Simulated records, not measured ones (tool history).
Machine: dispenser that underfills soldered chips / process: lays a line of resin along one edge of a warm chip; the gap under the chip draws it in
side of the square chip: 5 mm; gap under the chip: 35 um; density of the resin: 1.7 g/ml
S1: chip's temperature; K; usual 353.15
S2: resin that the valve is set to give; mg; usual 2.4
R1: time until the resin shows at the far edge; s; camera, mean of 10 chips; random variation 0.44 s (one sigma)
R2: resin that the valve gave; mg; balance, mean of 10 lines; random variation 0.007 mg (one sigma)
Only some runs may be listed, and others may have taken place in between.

run,hour,S1,S2,R1,R2
1,0,353.15,2.4,42.2,2.346
2,5,348.15,2.4,66,2.318
# hour 8: new syringe of resin
3,12.5,353.15,2.4,40.9,2.316
# hour 16.1: dispensing valve cleaned and set on the balance
4,18.7,353.15,2.4,52.6,2.396
# hour 22.1: new syringe of resin
5,28.4,353.15,2.4,43.2,2.391
6,33.5,353.15,2.65,55,2.628
# hour 35.3: new syringe of resin
7,43.8,353.15,2.65,47.7,2.628
# hour 48.2: new syringe of resin
8,50.3,353.15,2.65,35.5,2.625
9,56.3,353.15,2.65,46,2.603
# hour 61.2: new syringe of resin
10,64,353.15,2.65,35.9,2.61
11,70.1,353.15,2.65,48.7,2.607
# hour 74.8: new syringe of resin
12,77,353.15,2.4,36.1,2.347
13,84.3,357.15,2.4,43.1,2.34
# hour 87.8: new syringe of resin
14,92.9,353.15,2.4,41.7,2.339
# hour 100.8: new syringe of resin
15,101.3,353.15,2.72,32.4,2.642
16,106.1,353.15,2.72,40.9,2.637
# hour 112.4: dispensing valve cleaned and set on the balance
# hour 115: new syringe of resin
17,115.3,353.15,2.72,30.5,2.718
18,121.6,353.15,2.55,43.2,2.54
# hour 128.2: new syringe of resin
19,130,345.15,2.3,48.4,2.278
20,138.6,346.15,2.34,70.6,2.322
# hour 141.2: new syringe of resin
21,143.3,346.15,2.34,47.5,2.311
22,148.3,339.15,2.69,79.3,2.654
# hour 154.6: new syringe of resin
23,159.4,350.15,2.43,45.2,2.391
24,166.8,345.15,2.01,82.2,1.966
# hour 167.8: new syringe of resin
25,176.8,342.15,2.19,81.4,2.137
# hour 180.9: new syringe of resin
26,182.4,342.15,2.19,54.8,2.134
27,187.2,366.15,2.3,25.5,2.241
# hour 193.9: new syringe of resin
28,195.6,353.15,2.64,34.6,2.558
29,205.1,353.15,2.64,53.8,2.543
# hour 206.9: new syringe of resin
# hour 209.2: dispensing valve cleaned and set on the balance
30,216.2,362.15,2.1,33.9,2.08
# hour 221.3: new syringe of resin
31,222.7,339.15,2.4,62.4,2.392
32,230.2,360.15,2.47,36,2.459
# hour 234.2: new syringe of resin
33,238.6,360.15,2.47,29.4,2.451
# hour 247.2: new syringe of resin
34,247.2,360.15,2.47,23.6,2.433
35,254.2,367.15,2.47,24.9,2.438

Predict each of these 3 candidate next runs independently; none follows another, all start after run 35:
# hour 260.5: new syringe of resin
A,261.1,353.15,2.64,?,?
# hour 260.5: new syringe of resin
B,261.1,354.15,2.91,?,?
# hour 260.5: new syringe of resin
C,261.1,365.15,2.4,?,?

run,R1,R2
A,31.9,2.606
B,29.8,2.871
C,19.6,2.356
Stripped of hidden state, with their random variation kept, the same runs would have yielded:
run,R1,R2
A,31.7,2.651
B,29.7,2.92
C,19.4,2.396
